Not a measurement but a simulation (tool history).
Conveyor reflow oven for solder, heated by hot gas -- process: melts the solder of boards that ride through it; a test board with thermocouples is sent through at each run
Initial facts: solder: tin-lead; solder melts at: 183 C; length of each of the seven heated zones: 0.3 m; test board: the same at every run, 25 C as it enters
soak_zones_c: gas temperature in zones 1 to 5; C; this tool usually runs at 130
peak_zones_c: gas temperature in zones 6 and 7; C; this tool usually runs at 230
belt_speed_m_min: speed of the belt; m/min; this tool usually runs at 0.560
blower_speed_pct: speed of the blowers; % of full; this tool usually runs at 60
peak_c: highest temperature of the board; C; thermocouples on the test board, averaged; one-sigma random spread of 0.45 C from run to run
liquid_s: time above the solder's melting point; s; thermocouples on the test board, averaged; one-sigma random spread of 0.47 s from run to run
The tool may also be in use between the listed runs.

| run | hour | soak_zones_c | peak_zones_c | belt_speed_m_min | blower_speed_pct | peak_c | liquid_s |
|---|---|---|---|---|---|---|---|
| 1 | 0.0 | 130 | 230 | 0.560 | 60 | 206.8 | 38.6 |
| 2 | 32.0 | 130 | 230 | 0.560 | 60 | 206.9 | 39.3 |
| 3 | 74.7 | 130 | 230 | 0.560 | 84 | 211.9 | 43.3 |
| 4 | 111.9 | 130 | 230 | 0.560 | 84 | 211.9 | 42.6 |
| 5 | 134.7 | 130 | 230 | 0.560 | 83 | 211.0 | 42.0 |
|  | 143.1 | belt drive overhauled, speed set with a stopwatch |
| 6 | 162.4 | 130 | 227 | 0.560 | 60 | 204.3 | 35.3 |
| 7 | 189.3 | 130 | 220 | 0.560 | 60 | 197.7 | 28.6 |
| 8 | 226.8 | 125 | 239 | 0.550 | 78 | 217.3 | 47.4 |
| 9 | 249.0 | 130 | 228 | 0.560 | 68 | 206.3 | 38.2 |
| 10 | 284.0 | 141 | 230 | 0.617 | 60 | 204.4 | 35.3 |
| 11 | 306.6 | 141 | 235 | 0.480 | 74 | 219.4 | 60.2 |
|  | 346.3 | belt drive overhauled, speed set with a stopwatch, once more |
| 12 | 350.7 | 130 | 230 | 0.668 | 60 | 196.4 | 21.6 |

4 options for the next run, each taken on its own from the tool as it stands now. Forecast them:
| A | 389.8 | 130 | 230 | 0.494 | 88 | ? | ? |
| B | 389.8 | 134 | 220 | 0.560 | 60 | ? | ? |
| C | 389.8 | 118 | 230 | 0.560 | 60 | ? | ? |
| D | 389.8 | 130 | 226 | 0.668 | 76 | ? | ? |

| run | peak_c | liquid_s |
|---|---|---|
| A | 213.5 | 49.6 |
| B | 196.6 | 26.5 |
| C | 201.8 | 28.5 |
| D | 198.3 | 23.1 |
Stripped of hidden state, with their random variation kept, the same runs would have yielded:
| run | peak_c | liquid_s |
|---|---|---|
| A | 218.7 | 53.9 |
| B | 201.4 | 32.8 |
| C | 207.2 | 34.2 |
| D | 203.8 | 28.8 |
